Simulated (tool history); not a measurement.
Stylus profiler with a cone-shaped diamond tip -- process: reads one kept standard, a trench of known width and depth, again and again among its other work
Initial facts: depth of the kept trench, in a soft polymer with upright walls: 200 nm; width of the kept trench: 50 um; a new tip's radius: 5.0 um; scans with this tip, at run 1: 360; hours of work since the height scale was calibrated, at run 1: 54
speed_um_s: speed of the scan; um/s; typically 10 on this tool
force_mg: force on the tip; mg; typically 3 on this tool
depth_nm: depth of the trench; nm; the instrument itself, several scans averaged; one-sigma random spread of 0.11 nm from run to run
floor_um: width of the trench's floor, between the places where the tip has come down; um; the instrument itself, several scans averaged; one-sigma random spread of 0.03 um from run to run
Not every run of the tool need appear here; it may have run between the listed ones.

run    hour  speed_um_s  force_mg  scans with this tip  hours of work since the height scale was calibrated  depth_nm  floor_um
  1       0          10         3                  360                                                   54    202.91     47.18
  2    24.1          10         3                  424                                                   64       203     47.14
  3    58.9          10      7.91                  518                                                   78    205.48     47.11
  4      95          10      1.99                  615                                                   93    202.13     47.06
  5   128.1          36         3                  704                                                  106    202.82     46.97
  6   155.5          36         3                  778                                                  117    202.75     46.94
  7   174.9          10         3                  830                                                  125    202.87     47.06
  8   191.9          10         3                  876                                                  132    202.97     47.03
  9   228.3          10         3                  973                                                  147    202.88     47.08
 10   265.9          10         3                 1074                                                  162    202.63     47.01
 11   306.8          10         3                 1184                                                  178    202.79     46.99
 12   337.7          10         3                 1267                                                  191    202.71     46.95
 13   355.1          10         3                 1314                                                  198    202.81     46.94
 14   377.7           4         3                 1375                                                  207    202.76     47.04
 15   404.3           4         3                 1447                                                  218     202.6     46.93
 16     426          10      1.04                 1505                                                  227    201.11     46.88
 17     445          10      1.04                 1556                                                  234    201.09     46.92
 18   476.4           5      1.04                 1640                                                  247     201.3     46.88
 19   513.2           5      1.04                 1739                                                  262    201.24     46.87
 20   547.7           5      1.04                 1832                                                  276    201.11     46.91
 21   565.6           5      1.04                 1880                                                  283    201.24     46.87
 22   592.6           5      1.04                 1953                                                  294    201.19     46.88
 23   609.5           5       2.7                 1998                                                  301     202.5     46.84
 24   647.2          10         3                 2100                                                  316    202.68     46.83
        650  -- height scale calibrated on a step standard
 25   675.5          10         3                 2174                                                   10    202.32     46.84
 26   715.6          22      1.71                 2282                                                   27    201.45     46.72
 27   734.7          39      1.08                 2334                                                   34    201.04     46.59
 28   753.7           6      1.13                 2385                                                   42    201.02     46.82
 29   770.4           7      1.92                 2430                                                   49    201.61     46.81
        775  -- height scale calibrated on a step standard, once more
 30   788.7           7      1.92                 2477                                                    6    202.52     46.76
 31     810           7      1.92                 2535                                                   14    202.49     46.74
 32   849.5           7      1.92                 2641                                                   30    202.43     46.74
 33   869.7           7      1.92                 2695                                                   38    202.33     46.73
 34   896.7           7      1.92                 2768                                                   49    202.27     46.76
 35   928.2           4      8.65                 2852                                                   62    206.17     46.78
 36   958.1          23      2.01                 2933                                                   74    202.29      46.6
 37   982.4          23      2.01                 2998                                                   84    202.64     46.62
 38  1018.6          23      1.17                 3095                                                   99    201.49     46.59
 39  1049.6           7      1.53                 3179                                                  111    201.93     46.65
 40  1084.2           7      1.53                 3272                                                  125    201.98     46.66
 41  1113.2          10      7.49                 3350                                                  137    205.38     46.73
 42  1135.4          13         3                 3409                                                  146    202.99     46.58
 43  1167.4          13         3                 3495                                                  159    202.85     46.63
 44  1195.9           5      5.01                 3572                                                  171    204.11     46.62
 45  1215.2          37      1.49                 3624                                                  178    201.58     46.44
 46  1250.8          37      1.49                 3720                                                  193    201.98     46.43
 47  1288.5           4      1.83                 3821                                                  208    202.16     46.58

Take each entry between the runs: how does the hidden state at the last listed run before it differ from the hidden state at the first listed run after it?
Runs 24 to 25: height scale calibrated on a step standard (hour 650)
  radius of the tip, um: 6.23 -> 6.28; height scale over the true one, %: -0.158 -> -0.262
  measured result minus the result with no hidden state, depth_nm: -0.32 -> -0.54 nm; floor_um: -0.33 -> -0.34 um
Runs 29 to 30: height scale calibrated on a step standard, once more (hour 775)
  radius of the tip, um: 6.44 -> 6.47; height scale over the true one, %: -0.279 -> 0.036
  measured result minus the result with no hidden state, depth_nm: -0.56 -> +0.07 nm; floor_um: -0.38 -> -0.4 um

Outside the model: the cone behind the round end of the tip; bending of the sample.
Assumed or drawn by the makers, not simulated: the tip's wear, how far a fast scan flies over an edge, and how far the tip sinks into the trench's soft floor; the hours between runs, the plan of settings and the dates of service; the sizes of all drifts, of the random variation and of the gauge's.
